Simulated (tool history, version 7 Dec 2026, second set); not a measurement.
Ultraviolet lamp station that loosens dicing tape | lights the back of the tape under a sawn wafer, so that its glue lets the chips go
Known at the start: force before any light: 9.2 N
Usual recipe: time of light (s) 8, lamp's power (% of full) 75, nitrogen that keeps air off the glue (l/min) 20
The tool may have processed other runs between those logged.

| run | hour | time of light (s) | lamp's power (% of full) | nitrogen that keeps air off the glue (l/min) | force that peels the tape off (N) | light that reached the tape (mJ/cm²) |
|---|---|---|---|---|---|---|
| 1 | 0.0 | 8 | 75 | 20 | 1.189 | 184 |
| 2 | 44.5 | 8 | 75 | 20 | 1.246 | 179 |
|  | 70.0 | window cleaned of glue's vapour |
| 3 | 102.6 | 8 | 75 | 20 | 0.910 | 213 |
| 4 | 151.8 | 8 | 75 | 20 | 0.989 | 205 |
| 5 | 178.8 | 8 | 75 | 20 | 1.010 | 201 |
| 6 | 209.1 | 6 | 75 | 20 | 1.749 | 151 |
| 7 | 260.6 | 8 | 81 | 20 | 0.908 | 206 |
| 8 | 296.7 | 5 | 75 | 20 | 2.442 | 116 |
| 9 | 347.9 | 5 | 75 | 20 | 2.523 | 117 |
| 10 | 377.3 | 5 | 75 | 20 | 2.593 | 116 |
| 11 | 415.2 | 5 | 75 | 20 | 2.567 | 114 |
| 12 | 462.8 | 5 | 75 | 20 | 2.695 | 110 |
| 13 | 511.5 | 5 | 75 | 20 | 2.792 | 109 |
|  | 526.3 | window cleaned of glue's vapour |
| 14 | 557.5 | 13 | 66 | 20 | 0.446 | 274 |
| 15 | 584.1 | 5 | 86 | 40 | 1.404 | 137 |
| 16 | 614.5 | 11 | 75 | 20 | 0.533 | 262 |
| 17 | 658.9 | 6 | 75 | 13 | 2.531 | 141 |
| 18 | 708.0 | 11 | 94 | 10 | 0.683 | 314 |
| 19 | 745.9 | 11 | 66 | 27 | 0.682 | 216 |
| 20 | 802.0 | 5 | 63 | 20 | 3.232 | 88 |
| 21 | 840.0 | 5 | 63 | 20 | 3.430 | 87 |
| 22 | 884.1 | 5 | 77 | 22 | 2.695 | 105 |
| 23 | 933.7 | 5 | 66 | 7 | 4.820 | 90 |
|  | 985.0 | window cleaned of glue's vapour |
| 24 | 993.2 | 5 | 84 | 23 | 2.080 | 126 |

Measured minus without-hidden-state, run by run (identical run-to-run variation in each term; gauge scatter may differ):
Unlogged tool condition in this case: lamp's light, % of a new lamp's; light that the window lets through, % of a clean one's; drift of the gauge itself on peel_n, %; drift of the gauge itself on dose_mj_cm2, %.
| run | force that peels the tape off (N) | light that reached the tape (mJ/cm²) |
|---|---|---|
| 1 | +0.563 | -61 |
| 2 | +0.617 | -64 |
| 3 | +0.302 | -38 |
| 4 | +0.356 | -43 |
| 5 | +0.387 | -45 |
| 6 | +0.572 | -36 |
| 7 | +0.408 | -57 |
| 8 | +0.786 | -35 |
| 9 | +0.867 | -38 |
| 10 | +0.921 | -39 |
| 11 | +0.952 | -41 |
| 12 | +1.043 | -45 |
| 13 | +1.125 | -47 |
| 14 | +0.226 | -75 |
| 15 | +0.575 | -39 |
| 16 | +0.289 | -81 |
| 17 | +0.890 | -46 |
| 18 | +0.397 | -113 |
| 19 | +0.408 | -83 |
| 20 | +1.134 | -38 |
| 21 | +1.246 | -41 |
| 22 | +1.203 | -51 |
| 23 | +1.404 | -46 |
| 24 | +0.849 | -46 |
